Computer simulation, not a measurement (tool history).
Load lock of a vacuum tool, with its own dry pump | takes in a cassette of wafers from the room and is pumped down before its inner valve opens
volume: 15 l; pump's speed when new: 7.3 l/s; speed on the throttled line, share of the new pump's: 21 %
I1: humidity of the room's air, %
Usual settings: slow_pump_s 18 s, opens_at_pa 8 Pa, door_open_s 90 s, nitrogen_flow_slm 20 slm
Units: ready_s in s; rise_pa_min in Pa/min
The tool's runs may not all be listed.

run 1 hour=0.0 | slow_pump_s=18 opens_at_pa=8 door_open_s=90 nitrogen_flow_slm=20 | I1=48.4 | ready_s=33.7 rise_pa_min=0.340
run 2 hour=291.9 | slow_pump_s=18 opens_at_pa=8 door_open_s=90 nitrogen_flow_slm=20 | I1=43.8 | ready_s=33.5 rise_pa_min=0.358
run 3 hour=718.7 | slow_pump_s=18 opens_at_pa=8 door_open_s=90 nitrogen_flow_slm=20 | I1=42.8 | ready_s=33.5 rise_pa_min=0.378
run 4 hour=1001.2 | slow_pump_s=18 opens_at_pa=8 door_open_s=90 nitrogen_flow_slm=20 | I1=46.7 | ready_s=34.8 rise_pa_min=0.401
run 5 hour=1426.0 | slow_pump_s=18 opens_at_pa=9 door_open_s=90 nitrogen_flow_slm=20 | I1=47.8 | ready_s=33.8 rise_pa_min=0.418
run 6 hour=1830.1 | slow_pump_s=17 opens_at_pa=9 door_open_s=90 nitrogen_flow_slm=20 | I1=42.7 | ready_s=34.0 rise_pa_min=0.428
run 7 hour=2168.9 | slow_pump_s=21 opens_at_pa=9 door_open_s=90 nitrogen_flow_slm=20 | I1=43.4 | ready_s=36.2 rise_pa_min=0.452
run 8 hour=2598.9 | slow_pump_s=21 opens_at_pa=9 door_open_s=90 nitrogen_flow_slm=20 | I1=46.5 | ready_s=36.8 rise_pa_min=0.469
-- hour=2908.8 door's seal changed, seat wiped
run 9 hour=2908.8 | slow_pump_s=13 opens_at_pa=8 door_open_s=90 nitrogen_flow_slm=20 | I1=43.8 | ready_s=31.1 rise_pa_min=0.050
run 10 hour=3103.1 | slow_pump_s=16 opens_at_pa=8 door_open_s=30 nitrogen_flow_slm=20 | I1=45.4 | ready_s=32.7 rise_pa_min=0.040
run 11 hour=3396.9 | slow_pump_s=16 opens_at_pa=8 door_open_s=30 nitrogen_flow_slm=20 | I1=42.5 | ready_s=33.1 rise_pa_min=0.044
run 12 hour=3784.8 | slow_pump_s=26 opens_at_pa=8 door_open_s=46 nitrogen_flow_slm=20 | I1=43.4 | ready_s=40.8 rise_pa_min=0.049
run 13 hour=3980.2 | slow_pump_s=26 opens_at_pa=8 door_open_s=46 nitrogen_flow_slm=20 | I1=44.2 | ready_s=41.0 rise_pa_min=0.049
run 14 hour=4335.9 | slow_pump_s=18 opens_at_pa=8 door_open_s=70 nitrogen_flow_slm=4 | I1=46.6 | ready_s=34.7 rise_pa_min=0.089
run 15 hour=4701.5 | slow_pump_s=9 opens_at_pa=11 door_open_s=90 nitrogen_flow_slm=20 | I1=45.7 | ready_s=27.2 rise_pa_min=0.071
run 16 hour=4972.3 | slow_pump_s=12 opens_at_pa=11 door_open_s=90 nitrogen_flow_slm=20 | I1=39.3 | ready_s=29.7 rise_pa_min=0.071

Forecast each of these 4 alternatives for the next run:
run A hour=5333.6 | slow_pump_s=12 opens_at_pa=11 door_open_s=155 nitrogen_flow_slm=20 | I1=44.9 | ready_s=? rise_pa_min=?
run B hour=5333.6 | slow_pump_s=14 opens_at_pa=10 door_open_s=120 nitrogen_flow_slm=20 | I1=46.4 | ready_s=? rise_pa_min=?
run C hour=5333.6 | slow_pump_s=18 opens_at_pa=8 door_open_s=90 nitrogen_flow_slm=14 | I1=44.2 | ready_s=? rise_pa_min=?
run D hour=5333.6 | slow_pump_s=13 opens_at_pa=11 door_open_s=90 nitrogen_flow_slm=14 | I1=41.8 | ready_s=? rise_pa_min=?

run=A ready_s=29.4 rise_pa_min=0.084
run=B ready_s=31.8 rise_pa_min=0.084
run=C ready_s=35.3 rise_pa_min=0.077
run=D ready_s=30.7 rise_pa_min=0.082
Without the tool's hidden state the same runs would have given:
run=A ready_s=27.8 rise_pa_min=0.056
run=B ready_s=30.2 rise_pa_min=0.057
run=C ready_s=33.7 rise_pa_min=0.050
run=D ready_s=29.1 rise_pa_min=0.055
